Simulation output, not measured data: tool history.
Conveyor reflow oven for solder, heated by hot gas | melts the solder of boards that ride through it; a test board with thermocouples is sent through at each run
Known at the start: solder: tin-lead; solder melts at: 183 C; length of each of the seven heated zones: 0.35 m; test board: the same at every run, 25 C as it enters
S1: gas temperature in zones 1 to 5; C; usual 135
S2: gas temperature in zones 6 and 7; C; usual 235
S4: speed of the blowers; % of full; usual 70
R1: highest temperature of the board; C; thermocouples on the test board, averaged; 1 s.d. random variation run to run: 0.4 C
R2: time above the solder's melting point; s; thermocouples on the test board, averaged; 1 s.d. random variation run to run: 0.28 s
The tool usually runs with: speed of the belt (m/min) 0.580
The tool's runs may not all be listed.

Run 1, hour 0.0: usual settings. Result: R1 215.6 C, R2 52.3 s.
Run 2, hour 20.6: usual settings but S2 232 C. Result: R1 213.8 C, R2 50.3 s.
Run 3, hour 41.8: usual settings but S2 232 C. Result: R1 213.3 C, R2 50.3 s.
Run 4, hour 56.7: usual settings but S2 232 C. Result: R1 213.6 C, R2 49.9 s.
Run 5, hour 74.6: usual settings but S2 232 C. Result: R1 212.9 C, R2 50.2 s.
Run 6, hour 93.7: usual settings but S2 232 C. Result: R1 213.5 C, R2 50.2 s.
Run 7, hour 109.8: usual settings but S2 232 C. Result: R1 213.1 C, R2 49.9 s.
Run 8, hour 133.0: usual settings but S2 232 C. Result: R1 212.4 C, R2 50.1 s.
Run 9, hour 147.6: usual settings but S2 232 C. Result: R1 212.5 C, R2 49.9 s.
At hour 153.3: belt drive overhauled, speed set with a stopwatch.
Run 10, hour 173.1: usual settings but S2 232 C. Result: R1 212.7 C, R2 49.7 s.
Run 11, hour 192.5: usual settings but S2 227 C. Result: R1 207.9 C, R2 46.3 s.
Run 12, hour 213.7: usual settings but S2 227 C. Result: R1 208.2 C, R2 46.6 s.
Run 13, hour 227.6: usual settings but S1 142 C, S2 227 C. Result: R1 209.6 C, R2 50.1 s.
Run 14, hour 245.1: usual settings but S1 142 C, S2 227 C. Result: R1 209.2 C, R2 49.8 s.
At hour 261.0: flux residue cleaned out of gas plates and filters.
Run 15, hour 265.4: usual settings. Result: R1 216.8 C, R2 53.2 s.
At hour 275.9: belt drive overhauled, speed set with a stopwatch, once more.
Run 16, hour 287.9: usual settings. Result: R1 215.2 C, R2 51.6 s.
Run 17, hour 308.1: usual settings but S2 234 C, S4 52 % of full. Result: R1 207.7 C, R2 41.4 s.
Run 18, hour 331.8: usual settings but S1 137 C, S2 234 C, speed of the belt (m/min) 0.670, S4 85 % of full. Result: R1 214.7 C, R2 44.5 s.
Run 19, hour 353.9: usual settings but speed of the belt (m/min) 0.623, S4 82 % of full. Result: R1 215.8 C, R2 48.8 s.
Run 20, hour 377.4: usual settings but S1 128 C, S2 239 C, speed of the belt (m/min) 0.653, S4 89 % of full. Result: R1 218.9 C, R2 46.7 s.
Run 21, hour 396.4: usual settings but S2 224 C, S4 88 % of full. Result: R1 209.8 C, R2 48.5 s.
Run 22, hour 416.6: usual settings but S2 245 C, S4 63 % of full. Result: R1 220.2 C, R2 54.3 s.
Run 23, hour 434.3: usual settings but S1 145 C, S2 245 C, S4 80 % of full. Result: R1 227.2 C, R2 63.0 s.
Run 24, hour 457.6: usual settings but S1 144 C, S2 245 C, S4 80 % of full. Result: R1 226.6 C, R2 62.8 s.
Run 25, hour 476.0: usual settings but S1 145 C, S2 226 C. Result: R1 208.5 C, R2 49.7 s.
Run 26, hour 496.1: usual settings but S2 248 C, S4 83 % of full. Result: R1 229.0 C, R2 60.8 s.
Run 27, hour 520.0: usual settings but S1 143 C, S2 242 C, S4 57 % of full. Result: R1 216.0 C, R2 54.3 s.
At hour 537.1: flux residue cleaned out of gas plates and filters.
Run 28, hour 549.3: usual settings but S1 143 C, S2 242 C, S4 57 % of full. Result: R1 217.9 C, R2 54.9 s.
Run 29, hour 563.6: usual settings but S2 231 C. Result: R1 210.7 C, R2 48.4 s.
Run 30, hour 574.6: usual settings but S1 128 C, speed of the belt (m/min) 0.630, S4 88 % of full. Result: R1 215.9 C, R2 46.9 s.
Run 31, hour 590.3: usual settings but S1 128 C, speed of the belt (m/min) 0.630, S4 88 % of full. Result: R1 216.5 C, R2 47.0 s.

Per-run results on a tool with no hidden state, each run keeping its own random variation:
Unlogged tool condition in this case: heat that the gas passes to the board, % of a clean oven's; belt's true speed, % of the reading; true gas temperature in zones 6 and 7 over the reading, C; drift of the gauge itself on peak_c, C; drift of the gauge itself on liquid_s, %.
run     R1    R2
  1  216.5  52.4
  2  214.9  50.6
  3  214.5  50.7
  4  215.0  50.3
  5  214.4  50.7
  6  215.0  50.8
  7  214.8  50.6
  8  214.2  50.9
  9  214.3  50.8
 10  214.6  50.3
 11  209.8  47.3
 12  210.2  47.7
 13  211.6  51.1
 14  211.4  50.9
 15  217.7  52.8
 16  217.0  53.0
 17  209.4  43.2
 18  216.7  45.9
 19  217.9  50.3
 20  221.3  48.2
 21  212.3  50.5
 22  222.7  56.0
 23  229.9  64.2
 24  229.5  64.1
 25  211.2  52.2
 26  232.1  62.3
 27  218.9  56.4
 28  219.8  56.0
 29  212.7  49.8
 30  218.1  48.1
 31  218.8  48.2
